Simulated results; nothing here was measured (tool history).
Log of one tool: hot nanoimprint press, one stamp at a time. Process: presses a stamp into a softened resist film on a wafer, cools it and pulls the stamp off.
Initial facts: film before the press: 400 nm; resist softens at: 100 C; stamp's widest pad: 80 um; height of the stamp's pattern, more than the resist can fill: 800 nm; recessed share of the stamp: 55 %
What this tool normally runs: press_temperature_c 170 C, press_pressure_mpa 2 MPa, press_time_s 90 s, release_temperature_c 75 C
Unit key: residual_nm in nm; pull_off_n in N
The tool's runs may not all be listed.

{"run": 1, "hour": 0.0, "press_temperature_c": 170, "press_pressure_mpa": 2, "press_time_s": 90, "release_temperature_c": 75, "residual_nm": 241.3, "pull_off_n": 130}
{"run": 2, "hour": 72.5, "press_temperature_c": 170, "press_pressure_mpa": 2, "press_time_s": 90, "release_temperature_c": 75, "residual_nm": 240.7, "pull_off_n": 143}
{"run": 3, "hour": 123.3, "press_temperature_c": 170, "press_pressure_mpa": 2, "press_time_s": 90, "release_temperature_c": 75, "residual_nm": 241.3, "pull_off_n": 143}
{"run": 4, "hour": 195.0, "press_temperature_c": 170, "press_pressure_mpa": 2, "press_time_s": 90, "release_temperature_c": 75, "residual_nm": 243.9, "pull_off_n": 144}
{"run": 5, "hour": 241.3, "press_temperature_c": 170, "press_pressure_mpa": 2, "press_time_s": 90, "release_temperature_c": 75, "residual_nm": 245.2, "pull_off_n": 162}
{"run": 6, "hour": 295.1, "press_temperature_c": 170, "press_pressure_mpa": 2, "press_time_s": 90, "release_temperature_c": 75, "residual_nm": 244.2, "pull_off_n": 167}
{"run": 7, "hour": 348.9, "press_temperature_c": 170, "press_pressure_mpa": 2, "press_time_s": 90, "release_temperature_c": 75, "residual_nm": 247.1, "pull_off_n": 175}
{"run": 8, "hour": 405.1, "press_temperature_c": 170, "press_pressure_mpa": 2, "press_time_s": 90, "release_temperature_c": 75, "residual_nm": 245, "pull_off_n": 176}
{"run": 9, "hour": 462.6, "press_temperature_c": 170, "press_pressure_mpa": 2, "press_time_s": 90, "release_temperature_c": 75, "residual_nm": 247.5, "pull_off_n": 189}
{"run": 10, "hour": 517.0, "press_temperature_c": 170, "press_pressure_mpa": 2, "press_time_s": 90, "release_temperature_c": 75, "residual_nm": 250.4, "pull_off_n": 197}
{"run": 11, "hour": 588.1, "press_temperature_c": 170, "press_pressure_mpa": 2, "press_time_s": 90, "release_temperature_c": 75, "residual_nm": 250.6, "pull_off_n": 210}
{"hour": 623.4, "done": "plate thermocouple calibrated"}
{"run": 12, "hour": 635.2, "press_temperature_c": 170, "press_pressure_mpa": 2, "press_time_s": 90, "release_temperature_c": 75, "residual_nm": 241.1, "pull_off_n": 213}
{"hour": 705.9, "done": "stamp cleaned and given a new release coat"}
{"run": 13, "hour": 710.3, "press_temperature_c": 170, "press_pressure_mpa": 2, "press_time_s": 90, "release_temperature_c": 75, "residual_nm": 240.5, "pull_off_n": 119}
{"run": 14, "hour": 748.2, "press_temperature_c": 170, "press_pressure_mpa": 2, "press_time_s": 90, "release_temperature_c": 75, "residual_nm": 241.9, "pull_off_n": 121}
{"run": 15, "hour": 818.3, "press_temperature_c": 170, "press_pressure_mpa": 2, "press_time_s": 90, "release_temperature_c": 75, "residual_nm": 245.2, "pull_off_n": 126}
{"run": 16, "hour": 875.5, "press_temperature_c": 159, "press_pressure_mpa": 1.9, "press_time_s": 90, "release_temperature_c": 76, "residual_nm": 335.5, "pull_off_n": 135}
{"run": 17, "hour": 929.9, "press_temperature_c": 159, "press_pressure_mpa": 3.11, "press_time_s": 90, "release_temperature_c": 78, "residual_nm": 291.4, "pull_off_n": 133}
{"run": 18, "hour": 990.8, "press_temperature_c": 170, "press_pressure_mpa": 1.7, "press_time_s": 78, "release_temperature_c": 75, "residual_nm": 273.9, "pull_off_n": 148}
{"run": 19, "hour": 1026.9, "press_temperature_c": 162, "press_pressure_mpa": 3.15, "press_time_s": 51, "release_temperature_c": 81, "residual_nm": 297.3, "pull_off_n": 135}
{"run": 20, "hour": 1087.7, "press_temperature_c": 174, "press_pressure_mpa": 1.45, "press_time_s": 144, "release_temperature_c": 70, "residual_nm": 222.9, "pull_off_n": 176}
{"run": 21, "hour": 1147.3, "press_temperature_c": 171, "press_pressure_mpa": 1.45, "press_time_s": 88, "release_temperature_c": 62, "residual_nm": 273.9, "pull_off_n": 216}
{"run": 22, "hour": 1196.0, "press_temperature_c": 170, "press_pressure_mpa": 2.63, "press_time_s": 90, "release_temperature_c": 67, "residual_nm": 223, "pull_off_n": 205}
{"run": 23, "hour": 1249.0, "press_temperature_c": 170, "press_pressure_mpa": 2.63, "press_time_s": 90, "release_temperature_c": 67, "residual_nm": 221.5, "pull_off_n": 216}
{"run": 24, "hour": 1311.5, "press_temperature_c": 170, "press_pressure_mpa": 2.63, "press_time_s": 90, "release_temperature_c": 67, "residual_nm": 220.9, "pull_off_n": 233}
{"hour": 1367.8, "done": "plate thermocouple calibrated"}
{"run": 25, "hour": 1389.1, "press_temperature_c": 162, "press_pressure_mpa": 2.63, "press_time_s": 152, "release_temperature_c": 67, "residual_nm": 248, "pull_off_n": 238}
{"run": 26, "hour": 1425.5, "press_temperature_c": 162, "press_pressure_mpa": 2.63, "press_time_s": 152, "release_temperature_c": 67, "residual_nm": 248.8, "pull_off_n": 236}
{"run": 27, "hour": 1512.7, "press_temperature_c": 162, "press_pressure_mpa": 2.63, "press_time_s": 152, "release_temperature_c": 67, "residual_nm": 251.7, "pull_off_n": 253}
{"hour": 1524.7, "done": "stamp cleaned and given a new release coat"}
{"run": 28, "hour": 1580.0, "press_temperature_c": 159, "press_pressure_mpa": 2, "press_time_s": 127, "release_temperature_c": 75, "residual_nm": 313.4, "pull_off_n": 123}
{"run": 29, "hour": 1659.3, "press_temperature_c": 170, "press_pressure_mpa": 1.85, "press_time_s": 76, "release_temperature_c": 64, "residual_nm": 269.8, "pull_off_n": 162}
{"run": 30, "hour": 1733.3, "press_temperature_c": 159, "press_pressure_mpa": 1.48, "press_time_s": 51, "release_temperature_c": 80, "residual_nm": 370.3, "pull_off_n": 125}

Hidden state or all else? Some run-to-run changes of residual_nm, split into what the settings, what came in and random variation would give without the hidden state, and what is left for the hidden state (with any gauge scatter that isn't in both results):
The tool's hidden condition here consists of: true temperature over the reading, C; pressure that arrives at the usual setting, %; grip of the stamp's worn release coat, % over a new coat's; drift of the gauge itself on residual_nm, %; drift of the gauge itself on pull_off_n, %.
Run 11 -> 12: plate thermocouple calibrated. residual_nm -9.5 nm: hidden state -9.6, all else +0.1.
Run 15 -> 16: press_temperature_c 170 -> 159, press_pressure_mpa 2 -> 1.9, release_temperature_c 75 -> 76. residual_nm +90.3 nm: hidden state -1.3, all else +91.6.
Run 16 -> 17: press_pressure_mpa 1.9 -> 3.11, release_temperature_c 76 -> 78. residual_nm -44.1 nm: hidden state +7.1, all else -51.2.
Run 19 -> 20: press_temperature_c 162 -> 174, press_pressure_mpa 3.15 -> 1.45, press_time_s 51 -> 144, release_temperature_c 81 -> 70. residual_nm -74.4 nm: hidden state -5.3, all else -69.1.
Run 29 -> 30: press_temperature_c 170 -> 159, press_pressure_mpa 1.85 -> 1.48, press_time_s 76 -> 51, release_temperature_c 64 -> 80. residual_nm +100.5 nm: hidden state -7.7, all else +108.2.
